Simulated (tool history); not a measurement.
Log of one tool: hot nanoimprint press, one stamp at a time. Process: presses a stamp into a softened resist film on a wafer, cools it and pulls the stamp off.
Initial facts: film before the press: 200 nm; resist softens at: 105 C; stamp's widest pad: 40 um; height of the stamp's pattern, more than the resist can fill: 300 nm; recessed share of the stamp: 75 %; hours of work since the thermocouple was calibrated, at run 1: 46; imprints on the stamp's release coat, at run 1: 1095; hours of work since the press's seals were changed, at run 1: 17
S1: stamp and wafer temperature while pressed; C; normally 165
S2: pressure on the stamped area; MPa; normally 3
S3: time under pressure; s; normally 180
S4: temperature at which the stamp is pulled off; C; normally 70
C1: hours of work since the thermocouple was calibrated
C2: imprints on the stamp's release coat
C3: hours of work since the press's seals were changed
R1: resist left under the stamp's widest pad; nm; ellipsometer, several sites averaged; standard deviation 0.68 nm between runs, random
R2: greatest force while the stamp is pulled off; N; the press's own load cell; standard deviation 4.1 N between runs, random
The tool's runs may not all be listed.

run,hour,S1,S2,S3,S4,C1,C2,C3,R1,R2
1,0,165,3,180,70,46,1095,17,77.5,234
2,12.1,165,2.12,180,70,52,1140,23,93,227
3,21.7,165,2.12,180,70,57,1175,28,91.8,231
4,30.4,165,2.12,180,70,62,1207,33,92.5,232
# hour 44.2: stamp cleaned and given a new release coat
5,44.4,165,2.12,180,70,66,1,37,94.5,200
6,51.5,165,3,144,70,70,27,41,85.9,193
7,65.5,165,3,144,70,77,79,48,85.7,196
8,75.1,158,3,180,70,82,114,53,109.5,198
9,88.4,158,3,180,70,89,163,60,110.5,201
10,100.6,158,3,180,70,96,208,66,110.9,210
11,110.3,158,3,180,70,101,244,71,110.2,210
12,121.9,158,3,180,70,107,287,77,109.2,214
13,133.3,158,3,180,70,113,329,83,109.3,208
14,139.2,158,3,180,70,116,351,86,109.7,214
15,149.6,165,3,180,70,121,390,92,79.4,213
16,161.5,160,3,192,70,127,434,98,98.4,213
17,174.8,165,3,188,70,134,483,105,79.2,226
18,185.9,165,3,188,70,140,524,111,80,215
19,193.7,165,3,180,66,144,553,115,79.4,244
20,200.7,165,3,180,66,148,579,118,79.6,244
21,210,165,3,180,66,153,613,123,79.9,244
22,216.2,165,3,180,66,156,636,127,79.5,241
23,228.2,165,3,180,66,162,680,133,80.4,243
24,236.1,177,2.71,180,66,166,709,137,48.8,244
25,247.4,177,2.71,180,66,172,751,143,49.3,256
26,255,177,2.71,180,66,176,779,147,48.8,241
27,267.3,177,2.22,152,70,183,825,153,58.6,233
28,279.4,177,2.22,240,75,189,869,160,47.5,207
29,288.2,177,2.22,240,75,193,902,164,48.1,195
30,295.1,177,2.22,240,75,197,927,168,48.1,196

Consider 3 possible next runs. They are alternatives, not a sequence: every one starts from the tool as it was left by run 30. What does each give?
A,306.5,161,2.22,240,62,203,970,174,?,?
B,306.5,168,3,180,70,203,970,174,?,?
C,306.5,154,2.22,240,75,203,970,174,?,?

run,R1,R2
A,100.9,281
B,70.1,232
C,135.7,194
What these runs would have given with no unlogged condition in the tool:
run,R1,R2
A,96.9,241
B,67.1,198
C,131.1,165
